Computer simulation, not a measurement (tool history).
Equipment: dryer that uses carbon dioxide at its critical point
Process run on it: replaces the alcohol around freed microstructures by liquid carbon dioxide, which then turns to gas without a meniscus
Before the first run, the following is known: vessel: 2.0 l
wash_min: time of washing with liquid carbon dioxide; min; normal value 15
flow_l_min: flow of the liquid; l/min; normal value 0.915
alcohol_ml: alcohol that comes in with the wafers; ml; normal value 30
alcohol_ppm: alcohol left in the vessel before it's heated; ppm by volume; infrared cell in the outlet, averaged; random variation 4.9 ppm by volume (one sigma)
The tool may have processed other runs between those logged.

run	hour	wash_min	flow_l_min	alcohol_ml	alcohol_ppm
1	0	15	0.915	30	94
2	18.4	15	0.915	30	88
3	29	15	0.915	30	84
4	46.4	15	0.915	30	92
5	64.9	15	0.915	30	83
6	88.7	15	0.915	30	91
7	105.8	15	0.915	30	99
8	124.8	15	0.915	99	287
9	137.5	15	0.915	99	284
10	148.4	15	0.915	99	302
11	166.8	12	0.915	30	268
12	179.6	15	0.915	36	128
13	192.8	15	0.915	36	132
14	209.9	15	1.031	36	65
15	220.8	15	0.915	30	111
16	244.3	15	0.915	21	89
17	268.9	15	0.915	21	93
18	280	12	0.915	30	310
19	301.2	12	0.915	30	308
20	320.8	12	0.915	30	313
21	339.1	15	0.915	30	144
22	362.8	15	0.555	30	870
23	375.4	15	0.555	30	908
24	387.8	15	0.555	30	913
25	403.2	12	1.07	31	194
26	420.3	12	1.07	31	202
# hour 435.2: inlet filter changed
27	437.1	12	1.07	31	90
28	455.1	16	0.915	53	85
29	465.8	16	0.915	53	83
30	479.3	11	0.915	35	308
31	492.2	21	0.915	30	23
32	507.9	21	0.613	30	122
33	527.2	21	0.613	30	113
34	543	10	0.915	30	399
35	564.2	10	0.915	30	417
36	579.4	10	0.915	30	406
37	601.6	13	0.886	86	481
38	614.4	13	0.886	86	480
39	628.3	19	0.879	42	59
40	640.9	9	0.879	40	927
41	654.7	9	0.879	40	945
42	666.6	9	0.879	40	943
43	681	15	1.331	32	34
44	703.2	15	1.331	32	35
45	726.7	15	1.064	57	80
46	751.6	18	1.064	44	35
47	764.1	15	0.882	96	342
48	787	17	0.678	30	243

3 ways to go on from here, each from the tool as it stands after run 48. What would each give?
A	811.9	15	0.923	91	?
B	811.9	17	0.678	118	?
C	811.9	17	1.355	30	?

run	alcohol_ppm
A	281
B	869
C	34
What these runs would have given with no unlogged condition in the tool:
run	alcohol_ppm
A	145
B	529
C	11
